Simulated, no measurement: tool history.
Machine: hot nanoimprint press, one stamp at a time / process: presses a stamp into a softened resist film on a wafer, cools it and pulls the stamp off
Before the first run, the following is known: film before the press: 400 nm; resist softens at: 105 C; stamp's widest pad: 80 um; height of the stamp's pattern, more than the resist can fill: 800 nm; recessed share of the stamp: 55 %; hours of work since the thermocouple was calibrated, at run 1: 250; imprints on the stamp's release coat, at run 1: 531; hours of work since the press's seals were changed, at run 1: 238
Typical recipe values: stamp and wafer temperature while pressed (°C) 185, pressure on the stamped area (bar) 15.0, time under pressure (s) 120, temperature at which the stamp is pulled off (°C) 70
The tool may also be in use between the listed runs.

run   hour  stamp and wafer temperature while pressed (°C)  pressure on the stamped area (bar)  time under pressure (s)  temperature at which the stamp is pulled off (°C)  hours of work since the thermocouple was calibrated  imprints on the stamp's release coat  hours of work since the press's seals were changed  resist left under the stamp's widest pad (angstrom)  greatest force while the stamp is pulled off (N)
  1    0.0                                             185                                15.0                      120                                                 70                                                  250                                   531                                                 238                                                 2228                                               159
  2    7.9                                             185                                23.9                      120                                                 70                                                  254                                   556                                                 242                                                 1879                                               164
  3   18.4                                             185                                23.9                      120                                                 70                                                  260                                   588                                                 247                                                 1891                                               169
  4   32.4                                             185                                15.0                      120                                                 70                                                  267                                   632                                                 255                                                 2243                                               172
  5   41.2                                             185                                15.0                      120                                                 70                                                  272                                   659                                                 259                                                 2216                                               169
  6   55.1                                             185                                15.0                      120                                                 70                                                  279                                   702                                                 266                                                 2238                                               171
  7   71.6                                             185                                15.0                      120                                                 70                                                  287                                   754                                                 275                                                 2219                                               182
  8   84.2                                             186                                15.0                      120                                                 70                                                  294                                   793                                                 281                                                 2151                                               179
  9   96.8                                             186                                15.0                      120                                                 70                                                  300                                   832                                                 288                                                 2142                                               176
 10  111.3                                             181                                15.0                      120                                                 70                                                  308                                   877                                                 295                                                 2505                                               178
     115.1  -- plate thermocouple calibrated
 11  129.6                                             181                                15.0                      120                                                 70                                                    7                                   924                                                 303                                                 2459                                               189
 12  142.7                                             181                                15.0                      120                                                 70                                                   14                                   965                                                 310                                                 2460                                               190
 13  151.9                                             185                                22.6                      120                                                 70                                                   19                                   993                                                 315                                                 1867                                               186
     167.0  -- plate thermocouple calibrated, once more
 14  169.3                                             185                                22.6                      120                                                 70                                                    1                                  1038                                                 322                                                 2018                                               192
 15  177.5                                             175                                15.0                       73                                                 70                                                    5                                  1063                                                 326                                                 3302                                               193
 16  189.8                                             175                                15.0                      138                                                 70                                                   12                                  1101                                                 333                                                 2902                                               200
 17  201.3                                             175                                15.0                      110                                                 73                                                   18                                  1137                                                 339                                                 3081                                               192
 18  218.1                                             175                                15.0                      110                                                 73                                                   26                                  1189                                                 347                                                 3084                                               192
 19  227.0                                             185                                13.0                      171                                                 73                                                   31                                  1217                                                 352                                                 2162                                               202
     236.1  -- stamp cleaned and given a new release coat
 20  243.4                                             194                                23.2                       65                                                 66                                                   36                                    23                                                 357                                                 1884                                               154
 21  259.0                                             185                                17.1                      120                                                 75                                                   44                                    71                                                 365                                                 2228                                               126
 22  266.6                                             185                                13.7                      120                                                 75                                                   48                                    95                                                 369                                                 2402                                               127
 23  277.1                                             196                                22.0                      120                                                 60                                                   54                                   128                                                 375                                                 1406                                               165
 24  294.5                                             185                                20.9                      211                                                 70                                                   63                                   182                                                 383                                                 1662                                               145
 25  303.3                                             194                                20.3                      120                                                 70                                                   67                                   209                                                 388                                                 1558                                               145
 26  320.1                                             184                                17.8                      155                                                 70                                                   76                                   261                                                 397                                                 2056                                               153

Branching from run 26: 4 alternative next runs. What would each branch give?
  A  331.9                                             185                                10.6                      120                                                 70                                                   82                                   298                                                 403                                                    ?                                                 ?
  B  331.9                                             185                                16.2                      181                                                 75                                                   82                                   298                                                 403                                                    ?                                                 ?
  C  331.9                                             185                                21.0                       91                                                 70                                                   82                                   298                                                 403                                                    ?                                                 ?
  D  331.9                                             180                                15.6                      116                                                 70                                                   82                                   298                                                 403                                                    ?                                                 ?

run  resist left under the stamp's widest pad (angstrom)  greatest force while the stamp is pulled off (N)
  A                                                 2583                                               158
  B                                                 1957                                               140
  C                                                 2252                                               156
  D                                                 2656                                               155
With the hidden condition removed and each run's random variation left untouched, the same runs would have given:
run  resist left under the stamp's widest pad (angstrom)  greatest force while the stamp is pulled off (N)
  A                                                 2584                                               143
  B                                                 1948                                               127
  C                                                 2234                                               141
  D                                                 2649                                               140

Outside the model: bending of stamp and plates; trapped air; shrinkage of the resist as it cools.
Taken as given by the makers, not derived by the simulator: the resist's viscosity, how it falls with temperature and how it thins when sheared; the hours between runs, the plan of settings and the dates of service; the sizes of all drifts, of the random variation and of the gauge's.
